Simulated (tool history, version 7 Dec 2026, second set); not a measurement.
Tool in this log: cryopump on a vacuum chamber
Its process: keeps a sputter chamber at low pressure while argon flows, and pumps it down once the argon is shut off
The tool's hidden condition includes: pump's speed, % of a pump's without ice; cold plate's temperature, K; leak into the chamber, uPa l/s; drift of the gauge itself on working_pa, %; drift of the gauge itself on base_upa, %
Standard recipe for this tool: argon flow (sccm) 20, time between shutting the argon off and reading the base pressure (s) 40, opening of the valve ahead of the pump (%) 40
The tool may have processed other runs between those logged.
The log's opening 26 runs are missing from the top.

run,hour,argon flow (sccm),time between shutting the argon off and reading the base pressure (s),opening of the valve ahead of the pump (%),hours of work since the pump was warmed up and emptied,hours of work since the cold head was overhauled,hours of work since the chamber's fittings were tightened,pressure while argon flows (Pa),pressure after the wait (uPa)
27,366.7,17,40,40,121,627,604,0.0333,1.95
28,381.7,17,40,40,130,636,613,0.0334,1.91
29,393.1,18,57,40,136,643,619,0.0347,1.52
30,403.9,24,79,50,142,649,625,0.0377,1.22
31,421,20,20,52,152,659,635,0.0306,3.33
32,440.1,20,46,52,163,670,646,0.0303,1.76
33,454.9,35,75,52,172,678,655,0.0541,1.3
34,472.9,20,47,43,182,689,665,0.0366,1.72

Here are 4 independent what-if runs from the current tool condition. What would each one return?
A,484.7,20,43,40,189,695,672,?,?
B,484.7,13,292,50,189,695,672,?,?
C,484.7,17,136,17,189,695,672,?,?
D,484.7,20,42,16,189,695,672,?,?

run,pressure while argon flows (Pa),pressure after the wait (uPa)
A,0.0387,1.91
B,0.0204,0.79
C,0.0763,1.01
D,0.0953,1.91
Without the tool's hidden state the same runs would have given:
run,pressure while argon flows (Pa),pressure after the wait (uPa)
A,0.0369,1.44
B,0.0193,0.32
C,0.0748,0.55
D,0.0936,1.46
